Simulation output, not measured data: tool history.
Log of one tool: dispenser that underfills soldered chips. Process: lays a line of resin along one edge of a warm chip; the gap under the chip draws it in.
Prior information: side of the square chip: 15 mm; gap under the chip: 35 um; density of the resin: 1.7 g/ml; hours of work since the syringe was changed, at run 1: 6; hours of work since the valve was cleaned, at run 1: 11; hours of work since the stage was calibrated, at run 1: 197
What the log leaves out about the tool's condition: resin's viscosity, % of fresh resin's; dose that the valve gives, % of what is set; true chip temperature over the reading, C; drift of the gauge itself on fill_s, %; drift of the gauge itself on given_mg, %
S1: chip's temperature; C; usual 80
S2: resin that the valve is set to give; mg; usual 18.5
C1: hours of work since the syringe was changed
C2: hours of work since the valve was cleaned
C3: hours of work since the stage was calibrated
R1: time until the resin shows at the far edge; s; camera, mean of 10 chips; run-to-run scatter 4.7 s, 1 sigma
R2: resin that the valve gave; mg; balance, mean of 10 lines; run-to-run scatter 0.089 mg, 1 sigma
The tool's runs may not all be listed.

{"run": 1, "hour": 0.0, "S1": 80, "S2": 18.5, "C1": 6, "C2": 11, "C3": 197, "R1": 613.2, "R2": 18.49}
{"run": 2, "hour": 4.8, "S1": 80, "S2": 16.8, "C1": 9, "C2": 14, "C3": 201, "R1": 764.4, "R2": 16.64}
{"hour": 5.7, "done": "new syringe of resin"}
{"run": 3, "hour": 10.7, "S1": 80, "S2": 16.8, "C1": 4, "C2": 18, "C3": 205, "R1": 550.8, "R2": 16.61}
{"run": 4, "hour": 18.1, "S1": 80, "S2": 16.8, "C1": 9, "C2": 23, "C3": 210, "R1": 743.9, "R2": 16.5}
{"hour": 20.2, "done": "new syringe of resin"}
{"run": 5, "hour": 23.2, "S1": 73, "S2": 18.5, "C1": 2, "C2": 26, "C3": 213, "R1": 671.6, "R2": 17.99}
{"run": 6, "hour": 26.3, "S1": 73, "S2": 18.5, "C1": 4, "C2": 29, "C3": 215, "R1": 756.8, "R2": 17.96}
{"run": 7, "hour": 33.3, "S1": 73, "S2": 18.5, "C1": 9, "C2": 34, "C3": 220, "R1": 1028.3, "R2": 17.88}
{"hour": 34.6, "done": "new syringe of resin"}
{"run": 8, "hour": 37.7, "S1": 73, "S2": 18.5, "C1": 2, "C2": 36, "C3": 223, "R1": 680.9, "R2": 17.82}
{"run": 9, "hour": 44.8, "S1": 67, "S2": 18.4, "C1": 7, "C2": 41, "C3": 228, "R1": 1201.8, "R2": 17.57}
{"hour": 48.7, "done": "new syringe of resin"}
{"run": 10, "hour": 50.3, "S1": 81, "S2": 22.4, "C1": 1, "C2": 45, "C3": 232, "R1": 431.8, "R2": 21.51}
{"run": 11, "hour": 56.0, "S1": 81, "S2": 22.4, "C1": 5, "C2": 49, "C3": 236, "R1": 547.6, "R2": 21.46}
{"run": 12, "hour": 61.0, "S1": 81, "S2": 22.4, "C1": 9, "C2": 53, "C3": 239, "R1": 659.5, "R2": 21.16}
{"hour": 62.8, "done": "new syringe of resin"}
{"run": 13, "hour": 64.5, "S1": 77, "S2": 16, "C1": 1, "C2": 55, "C3": 242, "R1": 573.1, "R2": 15.18}
{"run": 14, "hour": 69.1, "S1": 68, "S2": 20.3, "C1": 4, "C2": 58, "C3": 245, "R1": 944.6, "R2": 19.24}
{"run": 15, "hour": 75.7, "S1": 81, "S2": 19.1, "C1": 9, "C2": 63, "C3": 249, "R1": 710.9, "R2": 18.09}
{"hour": 77.1, "done": "new syringe of resin"}
{"run": 16, "hour": 80.2, "S1": 80, "S2": 17, "C1": 2, "C2": 66, "C3": 252, "R1": 513.7, "R2": 16.14}

What if the next run were any one of these 5? Each begins from the tool's condition after run 16:
{"run": "A", "hour": 84.7, "S1": 67, "S2": 18.6, "C1": 5, "C2": 69, "C3": 256, "R1": "?", "R2": "?"}
{"run": "B", "hour": 84.7, "S1": 69, "S2": 21.3, "C1": 5, "C2": 69, "C3": 256, "R1": "?", "R2": "?"}
{"run": "C", "hour": 84.7, "S1": 76, "S2": 22.5, "C1": 5, "C2": 69, "C3": 256, "R1": "?", "R2": "?"}
{"run": "D", "hour": 84.7, "S1": 86, "S2": 18.2, "C1": 5, "C2": 69, "C3": 256, "R1": "?", "R2": "?"}
{"run": "E", "hour": 84.7, "S1": 80, "S2": 20.3, "C1": 5, "C2": 69, "C3": 256, "R1": "?", "R2": "?"}

run=A R1=1050.5 R2=17.38
run=B R1=932.1 R2=19.95
run=C R1=665.8 R2=20.99
run=D R1=453.9 R2=17.16
run=E R1=574.1 R2=18.97
Without the tool's unlogged condition, the same runs would have read:
run=A R1=841.5 R2=18.57
run=B R1=751.8 R2=21.33
run=C R1=536.5 R2=22.43
run=D R1=359.8 R2=18.33
run=E R1=459.5 R2=20.28
